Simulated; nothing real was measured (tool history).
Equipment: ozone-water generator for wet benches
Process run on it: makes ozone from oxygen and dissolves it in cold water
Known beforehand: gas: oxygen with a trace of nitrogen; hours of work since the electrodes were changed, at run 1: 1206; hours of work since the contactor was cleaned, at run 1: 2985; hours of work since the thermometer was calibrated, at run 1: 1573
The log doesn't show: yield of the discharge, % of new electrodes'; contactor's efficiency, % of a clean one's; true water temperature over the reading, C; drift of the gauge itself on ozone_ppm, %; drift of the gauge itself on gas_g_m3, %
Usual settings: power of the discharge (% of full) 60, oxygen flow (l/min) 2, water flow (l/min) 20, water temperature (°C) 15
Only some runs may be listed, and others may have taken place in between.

run	hour	power of the discharge (% of full)	oxygen flow (l/min)	water flow (l/min)	water temperature (°C)	hours of work since the electrodes were changed	hours of work since the contactor was cleaned	hours of work since the thermometer was calibrated	dissolved ozone (ppm)	ozone in the gas ahead of the water (g/m3)
1	0	60	2	20	15	1206	2985	1573	14.8	233.4
2	84.4	60	2	20	15	1263	3043	1631	14.9	232.4
3	273.5	60	2	20	15	1392	3172	1760	15	233.8
4	380.7	60	2	20	15	1465	3245	1833	15	233.6
5	538.1	60	2	20	15	1572	3352	1940	14.9	233.6
6	652.8	60	2	20	15	1650	3430	2018	14.9	232.6
7	826.3	60	2	20	15	1769	3548	2136	14.9	232.2
8	935	60	2	20	15	1843	3622	2210	14.7	234.8
9	1124.7	97	2	20	15	1972	3751	2339	22.2	342.2
10	1271.3	60	2	20	15	2072	3851	2439	15	235.9
11	1356.3	60	2	18	15	2130	3909	2497	16.5	235.4
12	1506.9	60	2	18	15	2232	4012	2600	16.4	233.5
13	1680	60	2	18	15	2350	4130	2718	16.4	237.6
14	1762.9	70	3.38	24	11	2406	4186	2774	18.5	225
15	1870.3	60	2.14	19	15	2480	4259	2847	16	230.9
# hour 2035.2: water thermometer calibrated
16	2039.5	46	3.45	19	15	2595	4374	3	15.6	159.1
# hour 2165.6: contactor cleaned
17	2214.1	46	3.45	19	15	2711	33	119	15.9	159.9
18	2402.5	46	3.18	20	8	2839	161	247	15.7	165.9
19	2562.1	60	2.45	21	13	2948	270	356	15.6	222.9
20	2733.3	46	2.45	18	17	3064	387	473	14.2	177.8
21	2834.1	46	2.45	18	17	3133	455	541	14.2	181.7
22	3005.6	46	2.45	18	17	3250	572	658	14.1	178
23	3141.3	46	1	13	19	3342	665	751	12.7	235.7
24	3310.1	46	1	28	12	3457	780	866	5.8	236.7
25	3389.4	60	1.26	20	15	3511	834	920	11.8	273.6

Run 26 is up next; what results do you expect?
26	3553.9	60	1.26	20	15	3623	946	1032	?	?

Logged for run 26: dissolved ozone (ppm) 11.8, ozone in the gas ahead of the water (g/m3) 273.4.
Without the tool's hidden state the same run would have given dissolved ozone (ppm) 11.8, ozone in the gas ahead of the water (g/m3) 268.7.
